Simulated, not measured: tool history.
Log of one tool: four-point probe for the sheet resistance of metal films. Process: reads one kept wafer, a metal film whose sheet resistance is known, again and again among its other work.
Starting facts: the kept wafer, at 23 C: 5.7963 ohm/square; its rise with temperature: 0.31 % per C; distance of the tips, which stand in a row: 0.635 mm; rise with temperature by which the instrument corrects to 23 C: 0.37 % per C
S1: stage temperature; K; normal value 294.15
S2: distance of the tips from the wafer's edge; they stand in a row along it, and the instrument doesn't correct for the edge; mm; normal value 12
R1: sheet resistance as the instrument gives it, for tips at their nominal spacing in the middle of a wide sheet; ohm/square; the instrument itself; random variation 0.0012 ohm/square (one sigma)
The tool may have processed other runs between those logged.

run,hour,S1,S2,R1
1,0.0,294.15,12,5.791921
2,18.8,294.15,12,5.792129
3,29.0,304.15,12,5.758502
4,36.7,304.15,12,5.761749
5,53.7,304.15,12,5.759927
6,72.5,292.15,12,5.800955
7,80.3,294.15,21,5.786164
8,89.6,303.15,21,5.757789
9,102.2,303.15,4,5.831087
10,116.6,303.15,4,5.832526
11,135.2,303.15,4,5.831760
12,154.1,303.15,4,5.831782
13,165.0,303.15,4,5.830585
# hour 166.4: stage's thermometer calibrated
14,175.7,303.15,4,5.829442
15,187.6,303.15,4,5.829261
16,198.7,294.15,12,5.789152
# hour 200.5: stage's thermometer calibrated, once more
17,216.0,294.15,12,5.791693
18,225.1,294.15,12,5.795648
19,241.5,294.15,12,5.791555
20,250.0,294.15,12,5.795450
21,261.9,294.15,12,5.794687
22,273.9,294.15,12,5.793515
23,290.6,294.15,12,5.794039
24,305.0,293.15,19,5.791703
25,321.8,293.15,19,5.791343
26,337.7,299.15,47,5.771383
27,354.6,299.15,47,5.769143
28,362.8,295.15,55,5.781547
29,378.4,295.15,55,5.785496
30,388.4,295.15,55,5.781615
31,399.4,295.15,55,5.781933
32,411.7,301.15,5,5.812409
33,428.8,293.15,4,5.863017
34,438.7,298.15,67,5.773235
35,449.0,304.15,34,5.752787
36,466.8,304.15,34,5.754285
37,483.2,299.15,16,5.772587
38,495.4,307.15,36,5.744334

Predict the results of run 39:
39,506.1,307.15,36,?

R1: 5.744628 ohm/square
Had the tool carried no hidden state, the very same run would have given R1 5.763280 ohm/square.

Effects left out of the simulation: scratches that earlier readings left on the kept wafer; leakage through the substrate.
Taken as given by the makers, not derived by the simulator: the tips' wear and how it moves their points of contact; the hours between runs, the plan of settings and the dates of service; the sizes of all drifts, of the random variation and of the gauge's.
